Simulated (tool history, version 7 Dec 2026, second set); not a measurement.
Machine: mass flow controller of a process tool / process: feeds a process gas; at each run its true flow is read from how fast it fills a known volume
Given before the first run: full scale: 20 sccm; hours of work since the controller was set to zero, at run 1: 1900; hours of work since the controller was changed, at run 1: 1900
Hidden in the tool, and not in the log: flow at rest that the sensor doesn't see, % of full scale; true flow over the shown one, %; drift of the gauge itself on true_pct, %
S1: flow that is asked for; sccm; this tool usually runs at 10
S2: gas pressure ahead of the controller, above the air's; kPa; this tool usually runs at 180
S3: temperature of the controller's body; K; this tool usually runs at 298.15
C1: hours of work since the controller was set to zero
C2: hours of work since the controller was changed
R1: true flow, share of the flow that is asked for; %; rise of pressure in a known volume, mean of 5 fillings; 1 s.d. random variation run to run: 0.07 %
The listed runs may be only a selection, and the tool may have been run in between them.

run    hour  S1   S2      S3    C1    C2      R1
  1     0.0  10  180  298.15  1900  1900   98.56
  2    95.7  10  180  298.15  1972  1972   98.68
  3   154.2  10  180  298.15  2016  2016   98.72
  4   216.7  10  231  298.15  2063  2063   98.42
  5   269.0  10  183  298.15  2103  2103   98.47
  6   344.1  10  180  293.15  2159  2159   97.91
  7   419.9  10  180  293.15  2216  2216   97.89
  8   536.0  14  180  298.15  2304  2304   99.15
  9   600.2  14  180  298.15  2352  2352   99.21
 10   723.7  14  180  298.15  2445  2445   99.14
 11   796.7  10  180  298.15  2500  2500   98.73
 12   874.9  10  180  298.15  2559  2559   98.67
 13   974.9  10  180  298.15  2635  2635   98.64
 14  1066.8  10  180  298.15  2704  2704   98.55
 15  1174.0  10  180  298.15  2785  2785   98.51
 16  1245.1  10  180  298.15  2838  2838   98.61
 17  1363.5  10  180  298.15  2927  2927   98.70
 18  1428.7  10  180  298.15  2976  2976   98.61
 19  1488.2  10  180  298.15  3021  3021   98.66
 20  1546.9  10  180  298.15  3065  3065   98.61
 21  1630.1  10  180  298.15  3128  3128   98.68
 22  1687.5  10  180  298.15  3171  3171   98.55
 23  1777.9  10  159  298.15  3239  3239   98.63
 24  1891.5  10  180  298.15  3325  3325   98.57
 25  1960.0  10  180  309.15  3377  3377  100.06
 26  2028.4   4  211  293.15  3428  3428   97.14
 27  2110.5   4  215  310.15  3490  3490   99.02
 28  2212.1   7  215  311.15  3567  3567   99.77
 29  2317.6   4  174  311.15  3646  3646   99.28
 30  2413.1   3  174  306.15  3718  3718   98.50
 31  2492.7  12  180  301.15  3778  3778   99.23
 32  2567.9  12  180  301.15  3835  3835   99.33
 33  2645.7  19  205  293.15  3893  3893   99.10
 34  2737.1   4  240  294.15  3962  3962   97.09
 35  2796.4   4  145  300.15  4007  4007   98.12
 36  2861.3   4  145  300.15  4056  4056   98.12
 37  2966.8   7  212  296.15  4135  4135   97.88
 38  3063.5   7  212  296.15  4208  4208   97.84
 39  3181.3   7  212  296.15  4297  4297   97.79
 40  3255.7   7  212  296.15  4353  4353   97.97
 41  3318.7  10  167  298.15  4400  4400   98.75
 42  3380.6   2  180  298.15  4447  4447   97.46
 43  3482.4  17  227  298.15  4524  4524   99.51
 44  3569.1  17  227  298.15  4589  4589   99.46
 45  3672.5  17  227  298.15  4667  4667   99.61
 46  3776.6   9  265  298.15  4745  4745   98.18
 47  3877.6   9  265  298.15  4821  4821   98.33
 48  3930.8   7  180  307.15  4862  4862   99.13

4 options for the next run, each taken on its own from the tool as it stands now. Forecast them:
  A  3982.4   8  180  298.15  4900  4900   ?
  B  3982.4   2  180  298.15  4900  4900   ?
  C  3982.4  19  180  306.15  4900  4900   ?
  D  3982.4  10  180  311.15  4900  4900   ?

run      R1
  A   98.31
  B   97.52
  C  100.91
  D  100.20
Take away the tool's hidden state, keep each run's random variation, and the runs would have read:
run      R1
  A   98.31
  B   97.58
  C  100.90
  D  100.20
